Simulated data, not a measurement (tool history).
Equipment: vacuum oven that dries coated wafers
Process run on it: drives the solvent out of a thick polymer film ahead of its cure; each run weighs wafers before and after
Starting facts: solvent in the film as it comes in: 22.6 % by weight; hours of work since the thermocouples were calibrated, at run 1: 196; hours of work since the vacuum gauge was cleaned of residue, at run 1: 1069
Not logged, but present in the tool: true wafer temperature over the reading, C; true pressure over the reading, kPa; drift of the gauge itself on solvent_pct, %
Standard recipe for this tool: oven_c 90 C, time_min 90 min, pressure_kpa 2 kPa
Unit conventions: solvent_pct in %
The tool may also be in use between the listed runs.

run,hour,oven_c,time_min,pressure_kpa,hours of work since the thermocouples were calibrated,hours of work since the vacuum gauge was cleaned of residue,solvent_pct
1,0,90,90,2,196,1069,2.85
2,83.8,90,90,2,256,1130,2.79
3,136.2,90,90,2,294,1167,2.93
4,207.5,90,90,2,345,1218,2.89
5,310.1,90,90,2,419,1292,2.9
6,377.6,90,138,2,467,1340,1.81
7,456.2,90,83,6.26,523,1397,5.91
8,558.2,90,83,6.26,597,1470,5.89
9,626.4,75,85,1.18,646,1519,7.26
10,693.7,75,85,1.18,694,1567,6.99

Consider 5 possible next runs. They are alternatives, not a sequence: every one starts from the tool as it was left by run 10. What does each give?
A,742.1,84,46,2.56,729,1602,?
B,742.1,90,90,1.18,729,1602,?
C,742.1,105,152,1.03,729,1602,?
D,742.1,78,161,6.39,729,1602,?
E,742.1,102,85,1.18,729,1602,?

run,solvent_pct
A,8.71
B,2.41
C,0.37
D,8.24
E,0.89
Stripped of hidden state, with their random variation kept, the same runs would have yielded:
run,solvent_pct
A,8.69
B,2.4
C,0.36
D,8.21
E,0.88

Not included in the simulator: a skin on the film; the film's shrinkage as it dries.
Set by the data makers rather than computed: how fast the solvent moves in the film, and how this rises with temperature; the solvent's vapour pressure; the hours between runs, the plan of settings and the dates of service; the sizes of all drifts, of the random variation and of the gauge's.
